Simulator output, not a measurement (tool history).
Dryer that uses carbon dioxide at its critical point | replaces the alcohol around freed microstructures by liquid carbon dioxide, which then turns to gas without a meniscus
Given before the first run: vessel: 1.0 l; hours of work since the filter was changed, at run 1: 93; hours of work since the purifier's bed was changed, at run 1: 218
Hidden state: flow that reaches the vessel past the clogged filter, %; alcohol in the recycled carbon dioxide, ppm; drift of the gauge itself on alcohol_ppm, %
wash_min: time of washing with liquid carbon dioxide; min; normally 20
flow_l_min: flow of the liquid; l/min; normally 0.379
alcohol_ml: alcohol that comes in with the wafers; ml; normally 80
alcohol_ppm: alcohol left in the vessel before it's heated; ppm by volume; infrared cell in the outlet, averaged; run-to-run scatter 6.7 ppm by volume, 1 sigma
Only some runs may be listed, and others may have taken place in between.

run,hour,wash_min,flow_l_min,alcohol_ml,hours of work since the filter was changed,hours of work since the purifier's bed was changed,alcohol_ppm
1,0,20,0.379,80,93,218,391
2,36.3,20,0.379,80,108,232,397
3,56.9,20,0.379,80,115,240,415
4,105.8,20,0.379,48,134,259,277
5,130,20,0.379,48,144,268,285
6,156.5,20,0.379,48,154,279,298
7,191.3,20,0.379,48,167,292,293
8,226.5,20,0.403,80,181,306,327
9,273,20,0.403,80,199,324,342
10,304.1,20,0.256,26,211,336,819
11,327.2,20,0.256,26,220,345,840
12,347.6,13,0.256,114,228,353,11105
13,394.2,16,0.231,77,246,371,5977
14,439,16,0.231,77,263,388,6043
15,474.9,20,0.357,80,277,402,656
16,505.7,22,0.257,79,289,414,1754
17,540.5,19,0.379,80,303,427,643
18,578.8,13,0.612,54,317,442,310

The same runs without the tool's hidden state, with the same run-to-run variation:
run,alcohol_ppm
1,298
2,296
3,306
4,183
5,187
6,194
7,183
8,204
9,208
10,628
11,638
12,9802
13,5134
14,5147
15,423
16,1302
17,399
18,147
